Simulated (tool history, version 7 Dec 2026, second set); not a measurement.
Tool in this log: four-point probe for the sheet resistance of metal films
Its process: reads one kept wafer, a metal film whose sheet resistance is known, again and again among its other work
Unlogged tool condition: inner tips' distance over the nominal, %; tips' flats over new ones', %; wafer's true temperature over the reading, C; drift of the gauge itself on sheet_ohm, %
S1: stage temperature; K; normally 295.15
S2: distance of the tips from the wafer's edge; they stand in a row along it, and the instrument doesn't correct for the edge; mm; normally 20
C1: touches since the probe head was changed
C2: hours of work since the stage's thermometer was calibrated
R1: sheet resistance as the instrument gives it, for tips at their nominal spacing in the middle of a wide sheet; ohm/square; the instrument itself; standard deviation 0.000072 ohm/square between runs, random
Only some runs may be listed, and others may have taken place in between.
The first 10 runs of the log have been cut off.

| run | hour | S1 | S2 | C1 | C2 | R1 |
|---|---|---|---|---|---|---|
| 11 | 588.6 | 308.15 | 20 | 69887 | 1396 | 0.355598 |
| 12 | 646.9 | 295.15 | 20 | 71087 | 1442 | 0.35966 |
| 13 | 706.2 | 295.15 | 20 | 72307 | 1488 | 0.359606 |
| 14 | 752.6 | 295.15 | 20 | 73261 | 1525 | 0.359708 |
| 15 | 813.7 | 295.15 | 3 | 74517 | 1573 | 0.379256 |
| 16 | 851.1 | 295.15 | 6 | 75287 | 1602 | 0.364408 |
| 17 | 903 | 295.15 | 6 | 76354 | 1643 | 0.364408 |
| 18 | 940.7 | 295.15 | 6 | 77130 | 1672 | 0.36437 |
| 19 | 991.5 | 296.15 | 13 | 78175 | 1712 | 0.359797 |
| 20 | 1045.3 | 296.15 | 13 | 79282 | 1755 | 0.359885 |
| 21 | 1082.1 | 295.15 | 52 | 80039 | 1783 | 0.359181 |
| 22 | 1141 | 295.15 | 52 | 81251 | 1830 | 0.359111 |
| 23 | 1180.6 | 298.15 | 12 | 82066 | 1861 | 0.359426 |
| 24 | 1242.4 | 301.15 | 10 | 83337 | 1909 | 0.358876 |
| 25 | 1305 | 301.15 | 10 | 84625 | 1959 | 0.358968 |
| 26 | 1366.7 | 299.15 | 20 | 85894 | 2007 | 0.358234 |
| 27 | 1417.2 | 306.15 | 20 | 86933 | 2047 | 0.355946 |

Run 28 has not been measured yet. What should we expect?
| 28 | 1467.7 | 296.15 | 29 | 87971 | 2086 | ? |

{"run 28": {"R1": 0.358708}}
Take away the tool's hidden state, keep the run-to-run variation as it was, and the same run would have given R1 0.360776 ohm/square.
